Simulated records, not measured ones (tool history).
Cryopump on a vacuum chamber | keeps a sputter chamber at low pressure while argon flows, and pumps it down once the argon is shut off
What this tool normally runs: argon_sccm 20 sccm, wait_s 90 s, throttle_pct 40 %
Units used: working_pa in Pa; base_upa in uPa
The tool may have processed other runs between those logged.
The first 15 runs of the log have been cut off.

run	day	argon_sccm	wait_s	throttle_pct	working_pa	base_upa
16	12.796	20	90	40	0.0574	0.68
17	13.342	20	90	40	0.0566	0.66
18	14.342	15	90	16	0.1041	0.74
19	15.117	15	90	16	0.1025	0.75
20	15.675	15	90	17	0.0989	0.72
21	16.446	20	83	21	0.1048	0.76
22	17.567	20	83	42	0.0530	0.72
23	18.400	33	105	40	0.0928	0.69
24	19.025	33	105	40	0.0942	0.68
25	20.162	20	30	40	0.0571	1.35
26	21.050	20	30	40	0.0566	1.39
27	22.108	20	30	40	0.0569	1.38
28	23.138	20	30	40	0.0581	1.37
29	24.083	14	60	40	0.0397	0.91
30	24.625	14	60	40	0.0402	0.94
31	25.600	20	112	15	0.1465	0.78
32	26.454	20	112	15	0.1460	0.80
33	27.158	28	286	39	0.0833	0.68
34	28.021	39	101	36	0.1241	0.85

Each row is a separate what-if for the run after 34, all from the same tool condition, not one after another. Results?
A	28.838	9	70	30	?	?
B	28.838	31	101	20	?	?
C	28.838	9	101	33	?	?
D	28.838	20	283	40	?	?

run	working_pa	base_upa
A	0.0333	0.97
B	0.1725	0.84
C	0.0309	0.84
D	0.0570	0.68
Without the tool's hidden state the same runs would have given:
run	working_pa	base_upa
A	0.0315	0.56
B	0.1663	0.44
C	0.0291	0.43
D	0.0530	0.26

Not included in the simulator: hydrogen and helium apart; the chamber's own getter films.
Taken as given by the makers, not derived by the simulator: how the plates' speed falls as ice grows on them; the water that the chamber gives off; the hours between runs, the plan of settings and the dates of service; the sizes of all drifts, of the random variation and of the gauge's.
